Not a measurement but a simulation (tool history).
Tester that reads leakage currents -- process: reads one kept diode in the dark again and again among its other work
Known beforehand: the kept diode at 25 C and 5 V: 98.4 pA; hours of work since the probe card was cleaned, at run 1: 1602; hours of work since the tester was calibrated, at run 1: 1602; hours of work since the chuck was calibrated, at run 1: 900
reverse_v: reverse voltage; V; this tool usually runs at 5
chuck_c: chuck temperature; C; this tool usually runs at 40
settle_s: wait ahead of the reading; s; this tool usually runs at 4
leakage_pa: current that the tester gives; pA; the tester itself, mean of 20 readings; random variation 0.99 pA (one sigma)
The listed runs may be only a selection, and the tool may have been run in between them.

run    hour  reverse_v  chuck_c  settle_s  hours of work since the probe card was cleaned  hours of work since the tester was calibrated  hours of work since the chuck was calibrated  leakage_pa
  1       0          5       40         4                                            1602                                           1602                                           900      311.15
  2    49.1          5       40      0.53                                            1639                                           1639                                           937      310.93
  3   119.2          5       44      0.53                                            1691                                           1691                                           989       419.2
  4   192.9          5       44      0.53                                            1746                                           1746                                          1044      417.11
  5   223.3          5       40         4                                            1769                                           1769                                          1067      305.97
  6     257          5       46         4                                            1794                                           1794                                          1092      479.55
  7     310          5       46         4                                            1834                                           1834                                          1132      482.56
  8     373          5       46         4                                            1881                                           1881                                          1179      478.82
  9   411.4          5       46         4                                            1910                                           1910                                          1207      477.87
 10   444.3          5       46         4                                            1934                                           1934                                          1232      476.73
 11   507.8          5       46         4                                            1982                                           1982                                          1280      472.38
 12   545.7          5       38         4                                            2010                                           2010                                          1308      257.16
 13   591.2          5       38         4                                            2044                                           2044                                          1342      255.36
 14   654.5          5       38         4                                            2091                                           2091                                          1389      255.38
 15   703.2          5       38         4                                            2128                                           2128                                          1426      254.31
 16   775.7          5       40      4.28                                            2182                                           2182                                          1480      296.03
 17   839.9          5       40      4.28                                            2230                                           2230                                          1528      295.69
 18   904.3          5       40      4.28                                            2278                                           2278                                          1576      293.27
 19   942.7          5       40      0.51                                            2307                                           2307                                          1605      296.36
 20   973.7          5       40      0.51                                            2330                                           2330                                          1628      293.78
 21  1031.2       2.73       57       1.7                                            2373                                           2373                                          1671      721.85
 22  1061.9       2.73       57       1.7                                            2396                                           2396                                          1694      721.41
 23  1135.5      15.31       25       4.1                                            2451                                           2451                                          1749      162.12
 24  1200.2          5       40      1.13                                            2499                                           2499                                          1797      289.04
 25  1272.9       12.9       23      1.39                                            2554                                           2554                                          1851      125.43
 26  1327.4       4.41       45      0.39                                            2595                                           2595                                          1892      394.04
 27  1395.5       4.41       45      0.39                                            2645                                           2645                                          1943      392.88
     1401.3  -- chuck's temperature calibrated
 28  1470.8       3.03       40         4                                            2700                                           2700                                            52       192.6
 29  1520.9          5       40      4.38                                            2738                                           2738                                            89      253.46
 30  1587.7          5       29         4                                            2788                                           2788                                           139      104.47
 31  1618.7      17.34       51      4.64                                            2811                                           2811                                           163     1167.13
 32  1660.3      17.34       51      4.64                                            2842                                           2842                                           194     1167.28
 33  1727.8       9.92       50      0.39                                            2892                                           2892                                           244      798.82
 34  1758.3       9.92       50      0.39                                            2915                                           2915                                           267      792.46
     1809.1  -- chuck's temperature calibrated, once more
 35  1827.5       1.04       25      2.76                                            2965                                           2965                                            14       41.37
 36  1872.5       3.42       40         4                                            2999                                           2999                                            47      267.01
 37  1928.3       3.42       40         4                                            3041                                           3041                                            89      266.91
 38  1965.6       3.42       40         4                                            3069                                           3069                                           117      266.02
 39  2030.6       3.42       40         4                                            3117                                           3117                                           166         267
 40  2063.6        4.1       40         4                                            3142                                           3142                                           190      293.94

Below, some changes in leakage_pa between adjacent runs. For each, the amount present without the hidden state too (settings, incoming material, random variation) and the amount remaining for the hidden state with gauge scatter not shared by both compared results:
Unlogged tool condition in this case: stray current of the dirty probe card, pA a volt; current scale over the true one, %; true chuck temperature over the reading, C; drift of the gauge itself on leakage_pa, %.
Run 22 -> 23: reverse_v 2.73 -> 15.31, chuck_c 57 -> 25, settle_s 1.7 -> 4.1. leakage_pa -559.29 pA: hidden state +65.87, all else -625.16.
Run 30 -> 31: reverse_v 5 -> 17.34, chuck_c 29 -> 51, settle_s 4 -> 4.64. leakage_pa +1062.66 pA: hidden state -295.2, all else +1357.86.
Run 32 -> 33: reverse_v 17.34 -> 9.92, chuck_c 51 -> 50, settle_s 4.64 -> 0.39. leakage_pa -368.46 pA: hidden state +100.12, all else -468.58.
Run 34 -> 35: reverse_v 9.92 -> 1.04, chuck_c 50 -> 25, settle_s 0.39 -> 2.76, chuck's temperature calibrated, once more. leakage_pa -751.09 pA: hidden state +232.46, all else -983.55.

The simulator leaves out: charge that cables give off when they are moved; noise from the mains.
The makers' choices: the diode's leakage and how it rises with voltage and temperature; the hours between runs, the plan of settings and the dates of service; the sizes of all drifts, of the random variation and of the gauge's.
